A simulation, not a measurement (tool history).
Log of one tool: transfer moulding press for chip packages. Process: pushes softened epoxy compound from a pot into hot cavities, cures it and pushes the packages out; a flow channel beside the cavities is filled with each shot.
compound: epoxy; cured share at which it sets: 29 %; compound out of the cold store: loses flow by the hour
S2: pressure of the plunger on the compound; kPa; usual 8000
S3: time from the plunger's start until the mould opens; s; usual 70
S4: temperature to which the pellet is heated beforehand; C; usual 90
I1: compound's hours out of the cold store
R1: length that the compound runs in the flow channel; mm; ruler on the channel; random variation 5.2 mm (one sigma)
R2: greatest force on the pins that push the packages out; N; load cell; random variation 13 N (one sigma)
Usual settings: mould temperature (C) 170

run 1 hour=0.0 | mould_temperature_(C)=170 S2=8000 S3=70 S4=90 | I1=19.6 | R1=538 R2=613
run 2 hour=31.6 | mould_temperature_(C)=170 S2=8000 S3=70 S4=90 | I1=46.8 | R1=482 R2=608
run 3 hour=80.9 | mould_temperature_(C)=170 S2=8000 S3=70 S4=90 | I1=25.7 | R1=524 R2=612
run 4 hour=123.3 | mould_temperature_(C)=170 S2=8000 S3=70 S4=90 | I1=23.1 | R1=523 R2=597
run 5 hour=178.4 | mould_temperature_(C)=170 S2=8000 S3=70 S4=90 | I1=12.6 | R1=540 R2=629
run 6 hour=202.5 | mould_temperature_(C)=170 S2=8000 S3=70 S4=90 | I1=22.3 | R1=533 R2=621
run 7 hour=252.0 | mould_temperature_(C)=170 S2=8000 S3=70 S4=90 | I1=21.3 | R1=531 R2=643
run 8 hour=291.9 | mould_temperature_(C)=170 S2=8000 S3=70 S4=90 | I1=34.0 | R1=500 R2=633
run 9 hour=344.2 | mould_temperature_(C)=170 S2=8000 S3=70 S4=90 | I1=8.7 | R1=553 R2=642
run 10 hour=382.6 | mould_temperature_(C)=170 S2=8000 S3=70 S4=90 | I1=29.5 | R1=513 R2=589
run 11 hour=422.2 | mould_temperature_(C)=170 S2=9010 S3=70 S4=90 | I1=46.3 | R1=507 R2=584
run 12 hour=457.8 | mould_temperature_(C)=170 S2=9010 S3=70 S4=90 | I1=32.4 | R1=536 R2=623
run 13 hour=514.4 | mould_temperature_(C)=170 S2=9010 S3=70 S4=90 | I1=24.8 | R1=555 R2=607
run 14 hour=549.7 | mould_temperature_(C)=170 S2=9010 S3=70 S4=90 | I1=34.4 | R1=533 R2=615
run 15 hour=596.1 | mould_temperature_(C)=178 S2=9010 S3=56 S4=90 | I1=24.1 | R1=538 R2=605
run 16 hour=632.3 | mould_temperature_(C)=178 S2=9010 S3=56 S4=90 | I1=17.5 | R1=553 R2=600
run 17 hour=667.7 | mould_temperature_(C)=170 S2=8000 S3=65 S4=95 | I1=11.8 | R1=558 R2=713
run 18 hour=719.1 | mould_temperature_(C)=170 S2=8000 S3=72 S4=87 | I1=37.9 | R1=491 R2=579
run 19 hour=770.9 | mould_temperature_(C)=170 S2=6870 S3=88 S4=93 | I1=40.9 | R1=448 R2=487
run 20 hour=823.4 | mould_temperature_(C)=175 S2=8870 S3=81 S4=98 | I1=43.9 | R1=489 R2=447
run 21 hour=848.2 | mould_temperature_(C)=175 S2=8870 S3=81 S4=98 | I1=39.1 | R1=492 R2=456
run 22 hour=872.3 | mould_temperature_(C)=174 S2=8870 S3=81 S4=98 | I1=36.1 | R1=517 R2=463
run 23 hour=926.4 | mould_temperature_(C)=174 S2=8870 S3=81 S4=98 | I1=11.6 | R1=574 R2=485
run 24 hour=980.2 | mould_temperature_(C)=174 S2=9810 S3=97 S4=99 | I1=18.9 | R1=584 R2=462
run 25 hour=1025.0 | mould_temperature_(C)=170 S2=7190 S3=70 S4=99 | I1=44.8 | R1=448 R2=583
run 26 hour=1072.8 | mould_temperature_(C)=173 S2=9760 S3=57 S4=95 | I1=29.3 | R1=554 R2=754

Not shown: 23 entries that the log had between the listed runs. Between which runs, and how does the tool's hidden state differ before and after?
Between runs 2 and 3: cavities cleaned with cleaning compound and waxed (hour 53.8)
  pressure that reaches the compound, % of what is set: 99.86 -> 99.84; grip of the stained cavities, % over clean ones': 0.6 -> 0.5
Between runs 3 and 4: plunger's sealing rings changed (hour 99.0); cavities cleaned with cleaning compound and waxed (hour 111.0)
  pressure that reaches the compound, % of what is set: 99.84 -> 99.99; grip of the stained cavities, % over clean ones': 0.5 -> 0.3
Between runs 4 and 5: mould's thermocouples calibrated (hour 140.8); cavities cleaned with cleaning compound and waxed (hour 165.3)
  true mould temperature over the reading, C: -0.01 -> 0; pressure that reaches the compound, % of what is set: 99.99 -> 99.97
Between runs 6 and 7: cavities cleaned with cleaning compound and waxed (hour 218.2)
  pressure that reaches the compound, % of what is set: 99.96 -> 99.94
Between runs 7 and 8: cavities cleaned with cleaning compound and waxed (hour 273.6)
  pressure that reaches the compound, % of what is set: 99.94 -> 99.93; grip of the stained cavities, % over clean ones': 0.6 -> 0.4
Between runs 8 and 9: cavities cleaned with cleaning compound and waxed (hour 327.0)
  pressure that reaches the compound, % of what is set: 99.93 -> 99.91
Between runs 9 and 10: cavities cleaned with cleaning compound and waxed (hour 379.4)
  pressure that reaches the compound, % of what is set: 99.91 -> 99.9; grip of the stained cavities, % over clean ones': 0.4 -> 0.1
Between runs 11 and 12: cavities cleaned with cleaning compound and waxed (hour 431.9)
  pressure that reaches the compound, % of what is set: 99.88 -> 99.87; grip of the stained cavities, % over clean ones': 0.7 -> 0.5
Between runs 12 and 13: cavities cleaned with cleaning compound and waxed (hour 487.7)
  pressure that reaches the compound, % of what is set: 99.87 -> 99.85
Between runs 13 and 14: cavities cleaned with cleaning compound and waxed (hour 541.4)
  pressure that reaches the compound, % of what is set: 99.85 -> 99.84; grip of the stained cavities, % over clean ones': 0.5 -> 0.2
Between runs 14 and 15: plunger's sealing rings changed (hour 572.6); cavities cleaned with cleaning compound and waxed (hour 596.1)
  pressure that reaches the compound, % of what is set: 99.84 -> 99.99; grip of the stained cavities, % over clean ones': 0.2 -> 0
Between runs 16 and 17: cavities cleaned with cleaning compound and waxed (hour 648.5)
  pressure that reaches the compound, % of what is set: 99.97 -> 99.96; grip of the stained cavities, % over clean ones': 0.6 -> 0.4
Between runs 17 and 18: cavities cleaned with cleaning compound and waxed (hour 703.7)
  true mould temperature over the reading, C: 0 -> -0.01; pressure that reaches the compound, % of what is set: 99.96 -> 99.94; grip of the stained cavities, % over clean ones': 0.4 -> 0.3
Between runs 18 and 19: cavities cleaned with cleaning compound and waxed (hour 756.5)
  pressure that reaches the compound, % of what is set: 99.94 -> 99.92
Between runs 19 and 20: cavities cleaned with cleaning compound and waxed (hour 810.3)
  pressure that reaches the compound, % of what is set: 99.92 -> 99.9
Between runs 21 and 22: cavities cleaned with cleaning compound and waxed (hour 862.9)
  grip of the stained cavities, % over clean ones': 0.6 -> 0.2
Between runs 22 and 23: cavities cleaned with cleaning compound and waxed (hour 916.0)
  pressure that reaches the compound, % of what is set: 99.89 -> 99.87
Between runs 23 and 24: cavities cleaned with cleaning compound and waxed (hour 971.8)
  pressure that reaches the compound, % of what is set: 99.87 -> 99.85
Between runs 24 and 25: cavities cleaned with cleaning compound and waxed (hour 1024.0)
  pressure that reaches the compound, % of what is set: 99.85 -> 99.83; grip of the stained cavities, % over clean ones': 0.2 -> 0
Between runs 25 and 26: plunger's sealing rings changed (hour 1045.6)
  pressure that reaches the compound, % of what is set: 99.83 -> 99.99; grip of the stained cavities, % over clean ones': 0 -> 0.7

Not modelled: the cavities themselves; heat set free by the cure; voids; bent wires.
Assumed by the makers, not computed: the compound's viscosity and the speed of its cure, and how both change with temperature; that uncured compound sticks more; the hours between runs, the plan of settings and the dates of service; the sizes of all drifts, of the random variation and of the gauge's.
